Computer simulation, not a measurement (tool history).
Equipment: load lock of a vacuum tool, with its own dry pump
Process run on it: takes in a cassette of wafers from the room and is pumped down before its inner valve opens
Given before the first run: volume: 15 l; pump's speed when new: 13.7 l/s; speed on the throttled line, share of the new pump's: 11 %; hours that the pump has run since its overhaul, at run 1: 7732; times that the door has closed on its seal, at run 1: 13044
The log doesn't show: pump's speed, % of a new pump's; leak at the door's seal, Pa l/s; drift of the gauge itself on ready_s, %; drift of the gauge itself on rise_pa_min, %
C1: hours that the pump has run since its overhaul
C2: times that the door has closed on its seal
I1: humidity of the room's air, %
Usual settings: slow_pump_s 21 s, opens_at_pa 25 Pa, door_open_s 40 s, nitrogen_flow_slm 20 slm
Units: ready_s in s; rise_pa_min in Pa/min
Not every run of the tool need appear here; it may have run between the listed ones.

{"run": 1, "hour": 0.0, "slow_pump_s": 21, "opens_at_pa": 25, "door_open_s": 40, "nitrogen_flow_slm": 20, "C1": 7732, "C2": 13044, "I1": 43.8, "ready_s": 28.79, "rise_pa_min": 0.133}
{"run": 2, "hour": 74.1, "slow_pump_s": 21, "opens_at_pa": 25, "door_open_s": 40, "nitrogen_flow_slm": 20, "C1": 7806, "C2": 13235, "I1": 46, "ready_s": 28.72, "rise_pa_min": 0.142}
{"run": 3, "hour": 194.1, "slow_pump_s": 21, "opens_at_pa": 25, "door_open_s": 40, "nitrogen_flow_slm": 20, "C1": 7926, "C2": 13545, "I1": 45.5, "ready_s": 28.63, "rise_pa_min": 0.138}
{"run": 4, "hour": 284.8, "slow_pump_s": 21, "opens_at_pa": 25, "door_open_s": 40, "nitrogen_flow_slm": 20, "C1": 8017, "C2": 13778, "I1": 43.7, "ready_s": 28.89, "rise_pa_min": 0.135}
{"run": 5, "hour": 350.8, "slow_pump_s": 21, "opens_at_pa": 32, "door_open_s": 40, "nitrogen_flow_slm": 20, "C1": 8083, "C2": 13948, "I1": 47.6, "ready_s": 28.64, "rise_pa_min": 0.149}
{"run": 6, "hour": 505.7, "slow_pump_s": 21, "opens_at_pa": 32, "door_open_s": 75, "nitrogen_flow_slm": 20, "C1": 8238, "C2": 14348, "I1": 44.5, "ready_s": 28.46, "rise_pa_min": 0.176}
{"run": 7, "hour": 621.6, "slow_pump_s": 27, "opens_at_pa": 25, "door_open_s": 40, "nitrogen_flow_slm": 5, "C1": 8354, "C2": 14646, "I1": 44.1, "ready_s": 34.1, "rise_pa_min": 0.172}
{"run": 8, "hour": 697.4, "slow_pump_s": 27, "opens_at_pa": 44, "door_open_s": 40, "nitrogen_flow_slm": 5, "C1": 8430, "C2": 14842, "I1": 46.9, "ready_s": 33.38, "rise_pa_min": 0.177}
{"run": 9, "hour": 816.2, "slow_pump_s": 21, "opens_at_pa": 25, "door_open_s": 33, "nitrogen_flow_slm": 20, "C1": 8549, "C2": 15148, "I1": 45.1, "ready_s": 28.87, "rise_pa_min": 0.151}
{"run": 10, "hour": 925.1, "slow_pump_s": 21, "opens_at_pa": 25, "door_open_s": 64, "nitrogen_flow_slm": 20, "C1": 8657, "C2": 15428, "I1": 43.6, "ready_s": 28.96, "rise_pa_min": 0.18}

3 options for the next run, each taken on its own from the tool as it stands now. Forecast them:
{"run": "A", "hour": 992.0, "slow_pump_s": 26, "opens_at_pa": 37, "door_open_s": 40, "nitrogen_flow_slm": 20, "C1": 8724, "C2": 15601, "I1": 42.2, "ready_s": "?", "rise_pa_min": "?"}
{"run": "B", "hour": 992.0, "slow_pump_s": 32, "opens_at_pa": 24, "door_open_s": 64, "nitrogen_flow_slm": 35, "C1": 8724, "C2": 15601, "I1": 41.8, "ready_s": "?", "rise_pa_min": "?"}
{"run": "C", "hour": 992.0, "slow_pump_s": 10, "opens_at_pa": 34, "door_open_s": 42, "nitrogen_flow_slm": 20, "C1": 8724, "C2": 15601, "I1": 47.5, "ready_s": "?", "rise_pa_min": "?"}

run=A ready_s=32.76 rise_pa_min=0.156
run=B ready_s=38.7 rise_pa_min=0.156
run=C ready_s=19.02 rise_pa_min=0.166
Stripped of hidden state, with their random variation kept, the same runs would have yielded:
run=A ready_s=31.81 rise_pa_min=0.061
run=B ready_s=37.76 rise_pa_min=0.063
run=C ready_s=17.77 rise_pa_min=0.073

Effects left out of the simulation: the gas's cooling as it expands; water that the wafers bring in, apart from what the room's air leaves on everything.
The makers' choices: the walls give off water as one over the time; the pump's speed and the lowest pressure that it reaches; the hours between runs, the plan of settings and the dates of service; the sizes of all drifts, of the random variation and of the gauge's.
